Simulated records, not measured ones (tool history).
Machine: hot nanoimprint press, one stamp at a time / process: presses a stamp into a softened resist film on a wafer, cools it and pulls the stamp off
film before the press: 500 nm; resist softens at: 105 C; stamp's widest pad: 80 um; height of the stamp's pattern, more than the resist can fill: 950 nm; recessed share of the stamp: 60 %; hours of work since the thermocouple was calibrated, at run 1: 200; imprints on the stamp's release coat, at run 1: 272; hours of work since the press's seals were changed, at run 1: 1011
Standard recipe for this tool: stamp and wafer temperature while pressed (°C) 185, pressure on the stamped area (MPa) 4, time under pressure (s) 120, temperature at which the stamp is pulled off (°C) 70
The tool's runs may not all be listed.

run,hour,stamp and wafer temperature while pressed (°C),pressure on the stamped area (MPa),time under pressure (s),temperature at which the stamp is pulled off (°C),hours of work since the thermocouple was calibrated,imprints on the stamp's release coat,hours of work since the press's seals were changed,resist left under the stamp's widest pad (Å),greatest force while the stamp is pulled off (N)
1,0,185,4,120,70,200,272,1011,2154,110
2,69.2,185,4,120,62,235,486,1046,2163,132
3,111.5,185,4,120,62,256,616,1067,2157,132
4,189.8,185,4,120,70,296,857,1107,2156,116
5,243.2,185,4,120,70,323,1022,1134,2151,129
6,284,185,2.97,120,70,344,1148,1155,2463,122
# hour 308.4: plate thermocouple calibrated
7,325.3,185,4,120,70,9,1266,1174,2136,125
# hour 378.3: press's hydraulic seals changed and the load cell set to zero
8,381.2,185,4,120,75,33,1414,1,2029,119
# hour 436.9: stamp cleaned and given a new release coat
9,443.4,185,3.76,120,75,61,20,30,2091,98
# hour 465.6: plate thermocouple calibrated, once more
10,507.8,185,3.76,120,75,21,209,61,2134,102
11,573,185,3.76,120,75,54,410,94,2131,104
12,628.1,185,3.76,120,75,82,580,122,2132,108
13,698.7,185,4,120,70,118,798,158,2070,125
14,732.7,185,4,120,70,135,903,175,2065,123
15,771.7,185,4,120,70,155,1023,194,2062,124
16,817,185,4,120,70,178,1163,217,2059,127
17,879.4,181,4,183,61,209,1355,249,2060,146
18,917.2,182,4.58,190,70,228,1472,268,1823,126
# hour 954: stamp cleaned and given a new release coat
19,983.5,193,2.87,63,57,259,91,299,2324,133
20,1029.8,185,2.51,127,76,282,233,322,2526,98
21,1095.7,180,3.79,88,75,316,437,355,2793,105
22,1136.1,184,2.72,85,76,336,561,376,2863,104
# hour 1173.6: plate thermocouple calibrated
23,1223.4,196,4,120,70,25,821,418,1425,122
24,1293.1,185,4.46,142,57,60,1036,454,1878,150
25,1363.6,185,2.61,142,71,96,1253,489,2448,125
26,1447.6,177,4.92,142,71,139,1512,532,2431,128
# hour 1471.3: stamp cleaned and given a new release coat
27,1507.5,177,4.92,142,71,166,111,559,2412,105
28,1549.4,195,3.52,87,67,187,241,580,1766,116
29,1622.8,183,4.67,87,73,224,467,617,2362,108
30,1667.1,185,4,132,75,247,604,640,2022,106
31,1730.7,185,4,179,75,279,800,672,1809,110

Predict each of these 3 candidate next runs independently; none follows another, all start after run 31:
A,1792.4,176,4.7,105,75,310,990,703,?,?
B,1792.4,185,4.14,138,77,310,990,703,?,?
C,1792.4,185,3.01,202,67,310,990,703,?,?

run,resist left under the stamp's widest pad (Å),greatest force while the stamp is pulled off (N)
A,2833,112
B,1965,110
C,1997,128
With the hidden condition removed and each run's random variation left untouched, the same runs would have given:
run,resist left under the stamp's widest pad (Å),greatest force while the stamp is pulled off (N)
A,2794,98
B,1937,97
C,1987,113
